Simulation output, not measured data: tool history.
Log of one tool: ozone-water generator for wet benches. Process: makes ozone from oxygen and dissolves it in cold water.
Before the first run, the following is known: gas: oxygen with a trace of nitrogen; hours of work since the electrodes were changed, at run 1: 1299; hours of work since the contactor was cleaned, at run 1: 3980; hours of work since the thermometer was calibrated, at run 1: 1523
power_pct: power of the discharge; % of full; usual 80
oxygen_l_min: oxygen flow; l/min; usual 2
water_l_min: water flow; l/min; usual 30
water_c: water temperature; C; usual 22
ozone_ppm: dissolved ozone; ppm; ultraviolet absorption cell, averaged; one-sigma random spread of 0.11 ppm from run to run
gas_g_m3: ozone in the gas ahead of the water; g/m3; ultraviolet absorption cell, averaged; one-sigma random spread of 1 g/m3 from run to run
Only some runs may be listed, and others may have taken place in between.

| run | hour | power_pct | oxygen_l_min | water_l_min | water_c | hours of work since the electrodes were changed | hours of work since the contactor was cleaned | hours of work since the thermometer was calibrated | ozone_ppm | gas_g_m3 |
|---|---|---|---|---|---|---|---|---|---|---|
| 1 | 0 | 80 | 2 | 30 | 22 | 1299 | 3980 | 1523 | 7.8 | 179.1 |
| 2 | 24.9 | 80 | 2 | 30 | 22 | 1321 | 4002 | 1545 | 7.9 | 178.7 |
| 3 | 54.4 | 80 | 2 | 30 | 22 | 1347 | 4028 | 1571 | 7.4 | 178.3 |
| 4 | 96.3 | 80 | 2 | 30 | 22 | 1383 | 4065 | 1607 | 7.6 | 179 |
| 5 | 121.8 | 80 | 2 | 30 | 22 | 1406 | 4087 | 1630 | 7.7 | 177 |
| 6 | 162.9 | 80 | 1.55 | 30 | 22 | 1442 | 4124 | 1666 | 6.7 | 192.5 |
| 7 | 186.3 | 80 | 1.55 | 30 | 22 | 1462 | 4144 | 1686 | 6.7 | 191.7 |
| 8 | 210.4 | 80 | 1.55 | 30 | 22 | 1483 | 4165 | 1708 | 6.5 | 193 |
| 9 | 230.8 | 80 | 1.55 | 30 | 22 | 1501 | 4183 | 1725 | 6.7 | 189.9 |
| 10 | 261.2 | 80 | 2 | 30 | 22 | 1528 | 4210 | 1752 | 7.6 | 178.5 |
| 11 | 286.6 | 80 | 2 | 30 | 22 | 1550 | 4232 | 1774 | 7.5 | 176.9 |
| 12 | 326.5 | 80 | 2 | 30 | 22 | 1585 | 4267 | 1809 | 7.7 | 179.4 |
| 13 | 359.2 | 80 | 2 | 30 | 22 | 1614 | 4296 | 1838 | 7.3 | 175.3 |
| 14 | 407.3 | 80 | 2 | 30 | 22 | 1656 | 4338 | 1880 | 7.6 | 178.9 |
| 15 | 454.1 | 80 | 2 | 30 | 14 | 1698 | 4379 | 1922 | 8 | 179 |
| 16 | 501.2 | 80 | 2 | 29 | 14 | 1739 | 4421 | 1963 | 8.2 | 176.2 |
| 17 | 536.7 | 80 | 2 | 29 | 14 | 1770 | 4452 | 1994 | 8 | 178.1 |
| 18 | 569.3 | 98 | 1.84 | 29 | 20 | 1799 | 4480 | 2023 | 8.6 | 205 |
| 19 | 599.5 | 86 | 2 | 20 | 17 | 1825 | 4507 | 2049 | 12.3 | 185 |
| 20 | 640.4 | 53 | 1.46 | 30 | 22 | 1861 | 4543 | 2085 | 5.3 | 154.7 |
| 21 | 669.2 | 67 | 1.93 | 30 | 22 | 1886 | 4568 | 2110 | 6.7 | 162.3 |
| 22 | 708.8 | 67 | 1.93 | 30 | 22 | 1921 | 4603 | 2145 | 6.6 | 162.5 |
| 23 | 745.7 | 74 | 3.08 | 30 | 19 | 1954 | 4635 | 2178 | 8.9 | 147.5 |
| 24 | 783.3 | 51 | 3.08 | 40 | 20 | 1987 | 4668 | 2211 | 5.4 | 121.4 |
| 25 | 815.7 | 56 | 2 | 23 | 22 | 2015 | 4697 | 2239 | 7.8 | 142.7 |
| 26 | 852.3 | 64 | 2 | 30 | 22 | 2047 | 4729 | 2271 | 6.5 | 154.5 |
| 27 | 873.1 | 64 | 2 | 18 | 22 | 2066 | 4747 | 2290 | 11 | 155.4 |
| 28 | 914.2 | 64 | 2 | 18 | 22 | 2102 | 4783 | 2326 | 10.7 | 154 |
| 29 | 959.2 | 64 | 1.71 | 45 | 19 | 2141 | 4823 | 2365 | 4.1 | 163.9 |
| 30 | 1002.4 | 64 | 1.71 | 45 | 19 | 2179 | 4861 | 2403 | 3.9 | 163.8 |
| 31 | 1026.3 | 64 | 1.71 | 45 | 19 | 2200 | 4882 | 2424 | 4.1 | 163.9 |
| 32 | 1070.6 | 64 | 1.71 | 45 | 19 | 2239 | 4921 | 2463 | 4 | 163.4 |
| 33 | 1106.8 | 80 | 1.2 | 27 | 28 | 2271 | 4953 | 2495 | 6.1 | 203.7 |

Forecast each of these 4 alternatives for the next run:
| A | 1135.2 | 79 | 2 | 18 | 21 | 2296 | 4977 | 2520 | ? | ? |
| B | 1135.2 | 43 | 1.2 | 27 | 28 | 2296 | 4977 | 2520 | ? | ? |
| C | 1135.2 | 42 | 2 | 45 | 18 | 2296 | 4977 | 2520 | ? | ? |
| D | 1135.2 | 80 | 1.06 | 27 | 28 | 2296 | 4977 | 2520 | ? | ? |

| run | ozone_ppm | gas_g_m3 |
|---|---|---|
| A | 12.4 | 176.3 |
| B | 4.5 | 145.4 |
| C | 3.3 | 122.3 |
| D | 5.7 | 213 |
Without the tool's unlogged condition, the same runs would have read:
| run | ozone_ppm | gas_g_m3 |
|---|---|---|
| A | 13 | 181.2 |
| B | 4.7 | 148.1 |
| C | 3.5 | 124.5 |
| D | 6 | 218.9 |
